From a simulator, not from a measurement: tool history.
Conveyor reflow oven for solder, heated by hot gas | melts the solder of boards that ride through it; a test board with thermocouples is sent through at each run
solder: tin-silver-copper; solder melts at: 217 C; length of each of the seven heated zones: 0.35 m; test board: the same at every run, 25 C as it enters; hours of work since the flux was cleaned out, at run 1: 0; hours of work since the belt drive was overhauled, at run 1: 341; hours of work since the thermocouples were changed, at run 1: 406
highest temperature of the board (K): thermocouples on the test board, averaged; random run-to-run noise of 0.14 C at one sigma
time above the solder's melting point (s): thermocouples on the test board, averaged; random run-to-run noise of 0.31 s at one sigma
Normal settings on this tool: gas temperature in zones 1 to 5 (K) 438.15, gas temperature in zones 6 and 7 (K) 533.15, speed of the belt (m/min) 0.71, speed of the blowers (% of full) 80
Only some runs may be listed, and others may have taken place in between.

run	hour	gas temperature in zones 1 to 5 (K)	gas temperature in zones 6 and 7 (K)	speed of the belt (m/min)	speed of the blowers (% of full)	hours of work since the flux was cleaned out	hours of work since the belt drive was overhauled	hours of work since the thermocouples were changed	highest temperature of the board (K)	time above the solder's melting point (s)
1	0	438.15	533.15	0.71	80	0	341	406	519.85	39.8
2	16	438.15	533.15	0.71	80	7	348	413	519.75	39.7
3	53	438.15	533.15	0.71	80	23	364	429	519.55	39.3
4	84	438.15	533.15	0.788	80	37	378	443	516.15	32.2
5	109.7	438.15	533.15	0.788	80	48	389	454	516.25	32.2
6	132.7	438.15	533.15	0.71	80	58	399	464	519.25	39.4
7	151.2	438.15	533.15	0.71	80	66	407	472	519.75	38.8
8	171.4	438.15	533.15	0.71	80	75	416	481	519.35	39.8
9	193.3	438.15	533.15	0.71	80	84	425	491	519.55	39.1
10	215.5	438.15	533.15	0.71	80	94	435	500	519.25	38.7
11	231.7	438.15	533.15	0.71	80	101	442	507	519.55	39.2
12	267.7	438.15	523.15	0.71	80	117	458	523	510.15	31.6
13	295.7	438.15	528.15	0.71	80	129	470	535	514.85	35.9
14	316.2	438.15	548.15	0.71	80	138	479	544	532.45	47
15	335.6	438.15	543.15	0.71	80	146	488	553	528.05	43.8
# hour 360.6: thermocouples of zones 6 and 7 changed
16	369.5	426.15	548.15	0.782	51	160	501	4	515.55	28
17	395.6	426.15	548.15	0.782	51	172	513	15	515.45	28
# hour 405.1: flux residue cleaned out of gas plates and filters
18	420	426.15	548.15	0.782	51	7	521	24	516.65	29.4
19	449.5	426.15	548.15	0.782	51	19	534	37	516.55	28.3
20	481.3	443.15	548.15	0.782	51	33	548	50	520.65	34.9
21	516.4	443.15	548.15	0.782	51	49	563	66	521.05	35.4
22	537.1	427.15	533.15	0.757	51	58	572	75	505.85	21.3
23	571.2	433.15	533.15	0.7	75	72	587	90	517.65	37.4
24	590.8	433.15	533.15	0.7	75	81	596	98	517.65	37
25	606	433.15	523.15	0.719	75	88	602	105	507.65	28.3
26	638.9	433.15	523.15	0.719	75	102	617	119	507.85	27.7
27	664.4	432.15	531.15	0.613	59	113	628	130	515.65	40.7
28	684.5	446.15	533.15	0.703	80	122	637	139	520.35	42.1
29	701.6	438.15	545.15	0.77	54	129	644	147	518.75	33.7
30	738.4	433.15	538.15	0.71	80	145	660	163	522.05	39.4

Across each entry between runs, compare the hidden state at the last listed run before it with the hidden state at the first listed run after it:
From run 15 to run 16: thermocouples of zones 6 and 7 changed (hour 360.6)
  heat that the gas passes to the board, % of a clean oven's: 95.9 -> 95.5; belt's true speed, % of the reading: 99.02 -> 98.99; true gas temperature in zones 6 and 7 over the reading, C: 0.82 -> -0.06
  the result without the hidden state subtracted from the measured one, highest temperature of the board (K): +0 -> -0.7; time above the solder's melting point (s): +0.3 -> -0.3
From run 17 to run 18: flux residue cleaned out of gas plates and filters (hour 405.1)
  heat that the gas passes to the board, % of a clean oven's: 95.2 -> 99.7; belt's true speed, % of the reading: 98.97 -> 98.95; true gas temperature in zones 6 and 7 over the reading, C: -0.04 -> -0.03
  the result without the hidden state subtracted from the measured one, highest temperature of the board (K): -0.7 -> +0.5; time above the solder's melting point (s): -0.4 -> +0.7
